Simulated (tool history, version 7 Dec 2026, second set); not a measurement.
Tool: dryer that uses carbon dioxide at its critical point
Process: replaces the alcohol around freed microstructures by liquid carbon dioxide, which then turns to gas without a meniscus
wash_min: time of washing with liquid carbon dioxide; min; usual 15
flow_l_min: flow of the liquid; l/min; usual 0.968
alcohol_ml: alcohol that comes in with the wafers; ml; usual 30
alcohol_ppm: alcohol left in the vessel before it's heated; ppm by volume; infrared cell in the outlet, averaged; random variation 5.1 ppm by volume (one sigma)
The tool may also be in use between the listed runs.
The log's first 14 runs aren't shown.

At day 11.062: inlet filter changed.
Run 15, day 11.308: usual settings but flow_l_min 1.558 l/min. Result: alcohol_ppm 124 ppm by volume.
Run 16, day 12.054: usual settings but flow_l_min 1.558 l/min. Result: alcohol_ppm 129 ppm by volume.
Run 17, day 13.254: usual settings. Result: alcohol_ppm 190 ppm by volume.
Run 18, day 13.921: usual settings but alcohol_ml 27 ml. Result: alcohol_ppm 171 ppm by volume.
Run 19, day 14.675: usual settings. Result: alcohol_ppm 196 ppm by volume.
Run 20, day 15.642: usual settings. Result: alcohol_ppm 185 ppm by volume.
Run 21, day 16.346: usual settings. Result: alcohol_ppm 194 ppm by volume.
Run 22, day 17.275: usual settings but alcohol_ml 35 ml. Result: alcohol_ppm 209 ppm by volume.
Run 23, day 17.946: usual settings but alcohol_ml 35 ml. Result: alcohol_ppm 206 ppm by volume.
Run 24, day 18.988: usual settings but alcohol_ml 35 ml. Result: alcohol_ppm 219 ppm by volume.
Run 25, day 20.112: usual settings but wash_min 11 min, flow_l_min 0.902 l/min, alcohol_ml 77 ml. Result: alcohol_ppm 1026 ppm by volume.
Run 26, day 20.854: usual settings but wash_min 18 min, flow_l_min 0.902 l/min, alcohol_ml 77 ml. Result: alcohol_ppm 225 ppm by volume.
Run 27, day 21.992: usual settings but wash_min 13 min, flow_l_min 0.902 l/min, alcohol_ml 65 ml. Result: alcohol_ppm 535 ppm by volume.
Run 28, day 22.529: usual settings but wash_min 13 min, flow_l_min 0.902 l/min, alcohol_ml 65 ml. Result: alcohol_ppm 546 ppm by volume.
Run 29, day 23.804: usual settings but wash_min 12 min, flow_l_min 0.902 l/min, alcohol_ml 58 ml. Result: alcohol_ppm 647 ppm by volume.
Run 30, day 25.083: usual settings but wash_min 12 min, flow_l_min 0.902 l/min, alcohol_ml 58 ml. Result: alcohol_ppm 641 ppm by volume.
Run 31, day 25.621: usual settings but wash_min 11 min, flow_l_min 0.934 l/min, alcohol_ml 56 ml. Result: alcohol_ppm 740 ppm by volume.

Forecast run 32:
Run 32, day 26.867: usual settings but wash_min 11 min, flow_l_min 1.363 l/min, alcohol_ml 56 ml. Result: alcohol_ppm ?.

Run 32 gave alcohol_ppm 244 ppm by volume.
Without the tool's hidden state the same run would have given alcohol_ppm 69 ppm by volume.
